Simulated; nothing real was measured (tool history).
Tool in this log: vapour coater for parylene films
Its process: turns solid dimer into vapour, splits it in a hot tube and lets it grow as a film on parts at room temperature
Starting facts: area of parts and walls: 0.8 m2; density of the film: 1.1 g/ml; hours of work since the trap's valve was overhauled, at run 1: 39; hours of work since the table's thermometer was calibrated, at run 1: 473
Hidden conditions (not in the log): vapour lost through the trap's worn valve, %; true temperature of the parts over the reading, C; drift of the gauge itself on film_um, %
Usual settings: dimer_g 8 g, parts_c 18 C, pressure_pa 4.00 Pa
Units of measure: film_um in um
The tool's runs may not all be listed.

run,hour,dimer_g,parts_c,pressure_pa,hours of work since the trap's valve was overhauled,hours of work since the table's thermometer was calibrated,film_um
1,0.0,8,18,4.00,39,473,6.29
2,43.7,8,18,4.00,70,503,6.33
3,92.9,8,18,4.00,104,538,6.24
4,158.5,8,18,4.00,150,584,6.16
5,201.7,8,12,4.00,181,615,7.79
6,237.7,8,15,5.64,206,640,6.58
7,292.2,11,20,8.83,245,678,6.82
8,358.7,11,20,8.83,291,725,6.65
# hour 397.4: trap's valve overhauled
9,414.4,8,15,5.72,12,761,6.81
10,457.8,5,21,5.72,42,792,3.29

Alternative continuations, all from the tool just after run 10; predict every row:
A,513.5,12,21,8.86,82,831,?
B,513.5,4,18,3.37,82,831,?
C,513.5,8,18,2.81,82,831,?

run,film_um
A,7.44
B,3.22
C,6.55
With no hidden state in the tool, these same runs would have given:
run,film_um
A,7.90
B,3.42
C,6.97
